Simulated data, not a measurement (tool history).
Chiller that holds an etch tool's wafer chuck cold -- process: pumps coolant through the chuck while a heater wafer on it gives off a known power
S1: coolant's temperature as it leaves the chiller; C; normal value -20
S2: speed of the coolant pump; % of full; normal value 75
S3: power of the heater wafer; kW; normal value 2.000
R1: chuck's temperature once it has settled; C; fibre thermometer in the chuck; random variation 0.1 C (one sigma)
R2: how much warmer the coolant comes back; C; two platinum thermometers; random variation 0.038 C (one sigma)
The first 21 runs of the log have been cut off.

run 22 hour=3221.8 | S1=-20 S2=94 S3=2.000 | R1=-0.9 R2=6.50
run 23 hour=3401.5 | S1=-24 S2=71 S3=2.000 | R1=0.1 R2=8.75
run 24 hour=3535.0 | S1=-12 S2=71 S3=1.449 | R1=5.5 R2=6.40
-- hour=3589.4 coolant pump overhauled
run 25 hour=3731.5 | S1=-20 S2=67 S3=2.000 | R1=4.0 R2=8.57
run 26 hour=3939.8 | S1=-20 S2=67 S3=2.105 | R1=5.3 R2=9.17
run 27 hour=4135.3 | S1=-27 S2=99 S3=2.000 | R1=-9.5 R2=5.81
run 28 hour=4229.0 | S1=-27 S2=99 S3=2.000 | R1=-9.5 R2=5.70
run 29 hour=4366.3 | S1=-24 S2=94 S3=1.532 | R1=-10.1 R2=4.70
run 30 hour=4578.6 | S1=-24 S2=94 S3=1.532 | R1=-10.0 R2=4.76
run 31 hour=4784.6 | S1=-22 S2=75 S3=2.000 | R1=0.3 R2=7.77

Consider 5 possible next runs. They are alternatives, not a sequence: every one starts from the tool as it was left by run 31. What does each give?
run A hour=4924.7 | S1=-14 S2=75 S3=1.473 | R1=? R2=?
run B hour=4924.7 | S1=-22 S2=75 S3=1.251 | R1=? R2=?
run C hour=4924.7 | S1=-23 S2=75 S3=2.000 | R1=? R2=?
run D hour=4924.7 | S1=-20 S2=91 S3=2.244 | R1=? R2=?
run E hour=4924.7 | S1=-20 S2=78 S3=2.000 | R1=? R2=?

run=A R1=2.4 R2=5.71
run=B R1=-8.2 R2=4.87
run=C R1=-0.8 R2=7.78
run=D R1=1.4 R2=7.08
run=E R1=1.6 R2=7.48
Without the tool's unlogged condition, the same runs would have read:
run=A R1=1.2 R2=5.62
run=B R1=-9.1 R2=4.80
run=C R1=-2.6 R2=7.66
run=D R1=-0.3 R2=6.97
run=E R1=-0.1 R2=7.37
